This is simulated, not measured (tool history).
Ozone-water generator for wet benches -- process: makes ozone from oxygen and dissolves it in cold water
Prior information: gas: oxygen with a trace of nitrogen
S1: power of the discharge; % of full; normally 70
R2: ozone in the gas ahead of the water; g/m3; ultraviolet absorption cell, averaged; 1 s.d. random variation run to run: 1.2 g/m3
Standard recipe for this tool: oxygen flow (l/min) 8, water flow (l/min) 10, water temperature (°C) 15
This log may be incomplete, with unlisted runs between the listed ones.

{"run": 1, "hour": 0.0, "S1": 70, "oxygen flow (l/min)": 8, "water flow (l/min)": 10, "water temperature (°C)": 15, "dissolved ozone (ppm)": 29.2, "R2": 205.7}
{"run": 2, "hour": 97.7, "S1": 70, "oxygen flow (l/min)": 8, "water flow (l/min)": 10, "water temperature (°C)": 17, "dissolved ozone (ppm)": 27.6, "R2": 205.3}
{"run": 3, "hour": 206.0, "S1": 70, "oxygen flow (l/min)": 8, "water flow (l/min)": 10, "water temperature (°C)": 17, "dissolved ozone (ppm)": 27.3, "R2": 206.4}
{"run": 4, "hour": 299.6, "S1": 70, "oxygen flow (l/min)": 8.21, "water flow (l/min)": 10, "water temperature (°C)": 15, "dissolved ozone (ppm)": 28.9, "R2": 204.1}
{"run": 5, "hour": 360.1, "S1": 70, "oxygen flow (l/min)": 8, "water flow (l/min)": 10, "water temperature (°C)": 15, "dissolved ozone (ppm)": 28.3, "R2": 205.9}
{"run": 6, "hour": 430.7, "S1": 70, "oxygen flow (l/min)": 8, "water flow (l/min)": 10, "water temperature (°C)": 15, "dissolved ozone (ppm)": 28, "R2": 205.1}
{"run": 7, "hour": 550.8, "S1": 70, "oxygen flow (l/min)": 11.39, "water flow (l/min)": 10, "water temperature (°C)": 15, "dissolved ozone (ppm)": 26.9, "R2": 173}
{"run": 8, "hour": 673.3, "S1": 70, "oxygen flow (l/min)": 11.39, "water flow (l/min)": 10, "water temperature (°C)": 15, "dissolved ozone (ppm)": 26.3, "R2": 172.8}
{"run": 9, "hour": 772.9, "S1": 70, "oxygen flow (l/min)": 11.39, "water flow (l/min)": 10, "water temperature (°C)": 15, "dissolved ozone (ppm)": 26.2, "R2": 173.1}
{"run": 10, "hour": 881.8, "S1": 70, "oxygen flow (l/min)": 11.39, "water flow (l/min)": 10, "water temperature (°C)": 15, "dissolved ozone (ppm)": 26, "R2": 171.9}
{"run": 11, "hour": 999.0, "S1": 70, "oxygen flow (l/min)": 4.58, "water flow (l/min)": 14, "water temperature (°C)": 15, "dissolved ozone (ppm)": 20.8, "R2": 258.9}
{"run": 12, "hour": 1056.2, "S1": 70, "oxygen flow (l/min)": 8, "water flow (l/min)": 7, "water temperature (°C)": 15, "dissolved ozone (ppm)": 34.9, "R2": 199.6}
{"run": 13, "hour": 1139.4, "S1": 70, "oxygen flow (l/min)": 8, "water flow (l/min)": 7, "water temperature (°C)": 15, "dissolved ozone (ppm)": 35.1, "R2": 201.4}
{"run": 14, "hour": 1245.9, "S1": 70, "oxygen flow (l/min)": 8, "water flow (l/min)": 7, "water temperature (°C)": 15, "dissolved ozone (ppm)": 34.4, "R2": 203.1}
{"run": 15, "hour": 1339.4, "S1": 46, "oxygen flow (l/min)": 7.69, "water flow (l/min)": 11, "water temperature (°C)": 18, "dissolved ozone (ppm)": 17.7, "R2": 152.9}
{"run": 16, "hour": 1438.5, "S1": 46, "oxygen flow (l/min)": 10.77, "water flow (l/min)": 7, "water temperature (°C)": 18, "dissolved ozone (ppm)": 22, "R2": 132.3}
{"run": 17, "hour": 1568.2, "S1": 74, "oxygen flow (l/min)": 6.22, "water flow (l/min)": 12, "water temperature (°C)": 18, "dissolved ozone (ppm)": 23.4, "R2": 229.9}
{"run": 18, "hour": 1676.2, "S1": 74, "oxygen flow (l/min)": 6.22, "water flow (l/min)": 12, "water temperature (°C)": 18, "dissolved ozone (ppm)": 22.9, "R2": 229.7}
{"hour": 1795.3, "done": "contactor cleaned"}
{"run": 19, "hour": 1795.3, "S1": 70, "oxygen flow (l/min)": 9.3, "water flow (l/min)": 6, "water temperature (°C)": 15, "dissolved ozone (ppm)": 38.5, "R2": 185.4}

For some of the steps in dissolved ozone (ppm) from one run to the next: how much would appear even if the tool had no hidden state, given the settings, what came in and random variation, and how much remains for the hidden state plus any gauge scatter that the measured result and the result without hidden state don't share?
Unlogged tool condition in this case: yield of the discharge, % of new electrodes'; contactor's efficiency, % of a clean one's; true water temperature over the reading, C; drift of the gauge itself on ozone_ppm, %; drift of the gauge itself on gas_g_m3, %.
Run 14 -> 15: S1 70 -> 46, oxygen flow (l/min) 8 -> 7.69, water flow (l/min) 7 -> 11, water temperature (°C) 15 -> 18. dissolved ozone (ppm) -16.7: hidden state +2.5, all else -19.2.
